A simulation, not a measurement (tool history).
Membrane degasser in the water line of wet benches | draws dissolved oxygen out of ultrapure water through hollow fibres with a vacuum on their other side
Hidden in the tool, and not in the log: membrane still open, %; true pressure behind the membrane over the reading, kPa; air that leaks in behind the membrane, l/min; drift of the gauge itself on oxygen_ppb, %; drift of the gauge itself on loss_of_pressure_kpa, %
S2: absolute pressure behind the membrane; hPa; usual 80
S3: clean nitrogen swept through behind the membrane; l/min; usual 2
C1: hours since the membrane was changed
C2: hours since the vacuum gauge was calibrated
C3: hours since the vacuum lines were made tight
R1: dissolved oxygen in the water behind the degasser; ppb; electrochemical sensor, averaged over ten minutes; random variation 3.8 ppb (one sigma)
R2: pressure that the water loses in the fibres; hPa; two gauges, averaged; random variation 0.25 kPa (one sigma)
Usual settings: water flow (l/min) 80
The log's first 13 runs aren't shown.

{"run": 14, "hour": 2549.3, "water flow (l/min)": 80, "S2": 196.7, "S3": 1.65, "C1": 13443, "C2": 4587, "C3": 2463, "R1": 1357.4, "R2": 686.7}
{"run": 15, "hour": 2757.8, "water flow (l/min)": 80, "S2": 196.7, "S3": 1.65, "C1": 13651, "C2": 4796, "C3": 2671, "R1": 1337.8, "R2": 684.1}
{"run": 16, "hour": 2994.4, "water flow (l/min)": 80, "S2": 80, "S3": 2, "C1": 13888, "C2": 5032, "C3": 2908, "R1": 374.9, "R2": 688.3}
{"run": 17, "hour": 3170.1, "water flow (l/min)": 61, "S2": 80, "S3": 2, "C1": 14064, "C2": 5208, "C3": 3083, "R1": 298, "R2": 522.1}
{"run": 18, "hour": 3439.1, "water flow (l/min)": 61, "S2": 80, "S3": 2, "C1": 14333, "C2": 5477, "C3": 3352, "R1": 294.7, "R2": 524}
{"run": 19, "hour": 3567.8, "water flow (l/min)": 61, "S2": 80, "S3": 2, "C1": 14461, "C2": 5606, "C3": 3481, "R1": 296.8, "R2": 522.6}
{"run": 20, "hour": 3756.5, "water flow (l/min)": 61, "S2": 80, "S3": 3.05, "C1": 14650, "C2": 5794, "C3": 3670, "R1": 209, "R2": 518.5}
{"run": 21, "hour": 3904.5, "water flow (l/min)": 61, "S2": 80, "S3": 3.05, "C1": 14798, "C2": 5942, "C3": 3818, "R1": 211.2, "R2": 521.9}
{"run": 22, "hour": 4047.0, "water flow (l/min)": 61, "S2": 80, "S3": 3.05, "C1": 14940, "C2": 6085, "C3": 3960, "R1": 207.9, "R2": 521.6}
{"run": 23, "hour": 4332.1, "water flow (l/min)": 55, "S2": 80, "S3": 0.88, "C1": 15226, "C2": 6370, "C3": 4245, "R1": 512.1, "R2": 471.2}
{"run": 24, "hour": 4480.0, "water flow (l/min)": 55, "S2": 80, "S3": 0.88, "C1": 15373, "C2": 6518, "C3": 4393, "R1": 516.4, "R2": 470.9}
{"run": 25, "hour": 4781.1, "water flow (l/min)": 55, "S2": 58.3, "S3": 0.88, "C1": 15675, "C2": 6819, "C3": 4694, "R1": 288.4, "R2": 472.1}
{"run": 26, "hour": 5089.0, "water flow (l/min)": 50, "S2": 122.1, "S3": 3.18, "C1": 15982, "C2": 7127, "C3": 5002, "R1": 312.7, "R2": 427.8}

Forecast run 27:
{"run": 27, "hour": 5256.5, "water flow (l/min)": 50, "S2": 122.1, "S3": 3.18, "C1": 16150, "C2": 7294, "C3": 5170, "R1": "?", "R2": "?"}

Run 27 gave R1 313.1 ppb, R2 429.6 hPa.
Without the tool's hidden state the same run would have given R1 312.8 ppb, R2 428.6 hPa.

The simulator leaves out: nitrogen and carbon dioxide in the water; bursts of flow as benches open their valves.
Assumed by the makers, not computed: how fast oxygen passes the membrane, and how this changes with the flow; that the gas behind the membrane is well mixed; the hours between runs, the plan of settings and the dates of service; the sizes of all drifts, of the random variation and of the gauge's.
